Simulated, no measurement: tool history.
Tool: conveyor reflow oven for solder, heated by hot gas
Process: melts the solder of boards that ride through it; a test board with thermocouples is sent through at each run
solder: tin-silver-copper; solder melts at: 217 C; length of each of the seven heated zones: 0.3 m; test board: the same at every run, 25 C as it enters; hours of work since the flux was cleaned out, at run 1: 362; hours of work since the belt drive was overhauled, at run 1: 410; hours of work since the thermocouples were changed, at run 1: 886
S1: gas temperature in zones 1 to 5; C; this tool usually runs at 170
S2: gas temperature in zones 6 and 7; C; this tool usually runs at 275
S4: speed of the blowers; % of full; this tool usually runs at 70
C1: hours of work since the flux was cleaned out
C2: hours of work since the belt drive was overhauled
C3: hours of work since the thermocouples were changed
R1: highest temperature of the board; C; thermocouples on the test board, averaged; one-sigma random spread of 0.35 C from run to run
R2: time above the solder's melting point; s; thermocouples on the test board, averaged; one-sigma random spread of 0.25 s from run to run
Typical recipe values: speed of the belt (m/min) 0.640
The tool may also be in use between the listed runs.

{"run": 1, "hour": 0.0, "S1": 170, "S2": 275, "speed of the belt (m/min)": 0.64, "S4": 70, "C1": 362, "C2": 410, "C3": 886, "R1": 252.7, "R2": 40.1}
{"run": 2, "hour": 46.3, "S1": 170, "S2": 275, "speed of the belt (m/min)": 0.64, "S4": 84, "C1": 394, "C2": 442, "C3": 918, "R1": 255.6, "R2": 42.3}
{"run": 3, "hour": 80.8, "S1": 170, "S2": 275, "speed of the belt (m/min)": 0.64, "S4": 84, "C1": 418, "C2": 466, "C3": 942, "R1": 256.6, "R2": 42.7}
{"hour": 92.2, "done": "flux residue cleaned out of gas plates and filters"}
{"run": 4, "hour": 135.4, "S1": 170, "S2": 275, "speed of the belt (m/min)": 0.64, "S4": 84, "C1": 30, "C2": 501, "C3": 977, "R1": 256.3, "R2": 42.6}
{"run": 5, "hour": 178.3, "S1": 170, "S2": 275, "speed of the belt (m/min)": 0.64, "S4": 64, "C1": 60, "C2": 530, "C3": 1007, "R1": 250.2, "R2": 38.6}
{"run": 6, "hour": 216.7, "S1": 170, "S2": 275, "speed of the belt (m/min)": 0.64, "S4": 64, "C1": 87, "C2": 557, "C3": 1033, "R1": 250.9, "R2": 38.9}
{"hour": 274.1, "done": "thermocouples of zones 6 and 7 changed"}
{"run": 7, "hour": 286.5, "S1": 170, "S2": 275, "speed of the belt (m/min)": 0.64, "S4": 71, "C1": 134, "C2": 605, "C3": 9, "R1": 252.9, "R2": 40.2}
{"run": 8, "hour": 343.6, "S1": 170, "S2": 275, "speed of the belt (m/min)": 0.64, "S4": 71, "C1": 174, "C2": 644, "C3": 48, "R1": 252.9, "R2": 40.2}
{"run": 9, "hour": 374.6, "S1": 170, "S2": 275, "speed of the belt (m/min)": 0.64, "S4": 71, "C1": 196, "C2": 666, "C3": 70, "R1": 252.9, "R2": 39.4}
{"run": 10, "hour": 427.2, "S1": 170, "S2": 275, "speed of the belt (m/min)": 0.64, "S4": 70, "C1": 232, "C2": 703, "C3": 107, "R1": 252.0, "R2": 40.6}
{"run": 11, "hour": 469.0, "S1": 170, "S2": 275, "speed of the belt (m/min)": 0.629, "S4": 70, "C1": 261, "C2": 732, "C3": 136, "R1": 253.4, "R2": 41.4}
{"run": 12, "hour": 525.2, "S1": 170, "S2": 275, "speed of the belt (m/min)": 0.629, "S4": 70, "C1": 301, "C2": 771, "C3": 175, "R1": 253.1, "R2": 41.5}
{"run": 13, "hour": 589.3, "S1": 170, "S2": 275, "speed of the belt (m/min)": 0.629, "S4": 70, "C1": 345, "C2": 816, "C3": 220, "R1": 252.7, "R2": 41.2}
{"run": 14, "hour": 642.6, "S1": 170, "S2": 275, "speed of the belt (m/min)": 0.629, "S4": 70, "C1": 383, "C2": 853, "C3": 257, "R1": 253.2, "R2": 41.0}
{"run": 15, "hour": 692.8, "S1": 170, "S2": 275, "speed of the belt (m/min)": 0.629, "S4": 70, "C1": 418, "C2": 888, "C3": 292, "R1": 253.0, "R2": 41.2}
{"hour": 704.5, "done": "flux residue cleaned out of gas plates and filters"}
{"run": 16, "hour": 746.1, "S1": 170, "S2": 275, "speed of the belt (m/min)": 0.629, "S4": 70, "C1": 29, "C2": 922, "C3": 326, "R1": 253.0, "R2": 41.2}
{"run": 17, "hour": 817.1, "S1": 166, "S2": 265, "speed of the belt (m/min)": 0.729, "S4": 53, "C1": 79, "C2": 971, "C3": 375, "R1": 231.2, "R2": 18.0}
{"run": 18, "hour": 856.4, "S1": 170, "S2": 288, "speed of the belt (m/min)": 0.64, "S4": 58, "C1": 106, "C2": 999, "C3": 403, "R1": 258.6, "R2": 43.3}
{"run": 19, "hour": 887.4, "S1": 170, "S2": 288, "speed of the belt (m/min)": 0.64, "S4": 62, "C1": 128, "C2": 1020, "C3": 424, "R1": 260.5, "R2": 44.1}
{"run": 20, "hour": 926.4, "S1": 170, "S2": 267, "speed of the belt (m/min)": 0.537, "S4": 81, "C1": 155, "C2": 1048, "C3": 452, "R1": 253.5, "R2": 50.7}
{"run": 21, "hour": 985.7, "S1": 171, "S2": 267, "speed of the belt (m/min)": 0.617, "S4": 81, "C1": 196, "C2": 1089, "C3": 493, "R1": 250.7, "R2": 41.4}
{"run": 22, "hour": 1049.5, "S1": 155, "S2": 273, "speed of the belt (m/min)": 0.602, "S4": 73, "C1": 241, "C2": 1133, "C3": 538, "R1": 251.3, "R2": 38.5}
{"run": 23, "hour": 1114.4, "S1": 170, "S2": 268, "speed of the belt (m/min)": 0.512, "S4": 70, "C1": 286, "C2": 1179, "C3": 583, "R1": 253.5, "R2": 53.0}
{"run": 24, "hour": 1148.7, "S1": 170, "S2": 287, "speed of the belt (m/min)": 0.739, "S4": 58, "C1": 310, "C2": 1203, "C3": 607, "R1": 250.1, "R2": 32.5}
{"run": 25, "hour": 1189.3, "S1": 170, "S2": 287, "speed of the belt (m/min)": 0.739, "S4": 58, "C1": 338, "C2": 1231, "C3": 635, "R1": 250.4, "R2": 32.6}
{"run": 26, "hour": 1238.0, "S1": 170, "S2": 287, "speed of the belt (m/min)": 0.739, "S4": 58, "C1": 372, "C2": 1265, "C3": 669, "R1": 250.8, "R2": 32.4}
{"hour": 1266.0, "done": "belt drive overhauled, speed set with a stopwatch"}
{"run": 27, "hour": 1303.7, "S1": 170, "S2": 287, "speed of the belt (m/min)": 0.739, "S4": 58, "C1": 415, "C2": 26, "C3": 712, "R1": 249.9, "R2": 31.7}
{"hour": 1317.5, "done": "flux residue cleaned out of gas plates and filters"}
{"run": 28, "hour": 1344.2, "S1": 163, "S2": 287, "speed of the belt (m/min)": 0.656, "S4": 58, "C1": 19, "C2": 51, "C3": 737, "R1": 255.3, "R2": 38.0}

Across each entry between runs, compare the hidden state at the last listed run before it with the hidden state at the first listed run after it:
In the gap between runs 3 and 4: flux residue cleaned out of gas plates and filters (hour 92.2)
  heat that the gas passes to the board, % of a clean oven's: 99.4 -> 100
In the gap between runs 6 and 7: thermocouples of zones 6 and 7 changed (hour 274.1)
  heat that the gas passes to the board, % of a clean oven's: 99.9 -> 99.8; belt's true speed, % of the reading: 99.95 -> 99.94; true gas temperature in zones 6 and 7 over the reading, C: 0.07 -> -0.01
In the gap between runs 15 and 16: flux residue cleaned out of gas plates and filters (hour 704.5)
  heat that the gas passes to the board, % of a clean oven's: 99.5 -> 100; belt's true speed, % of the reading: 99.92 -> 99.91; true gas temperature in zones 6 and 7 over the reading, C: 0.01 -> 0.02
In the gap between runs 26 and 27: belt drive overhauled, speed set with a stopwatch (hour 1266.0)
  heat that the gas passes to the board, % of a clean oven's: 99.6 -> 99.5; belt's true speed, % of the reading: 99.88 -> 100
In the gap between runs 27 and 28: flux residue cleaned out of gas plates and filters (hour 1317.5)
  heat that the gas passes to the board, % of a clean oven's: 99.5 -> 99.9; true gas temperature in zones 6 and 7 over the reading, C: 0.05 -> 0.06
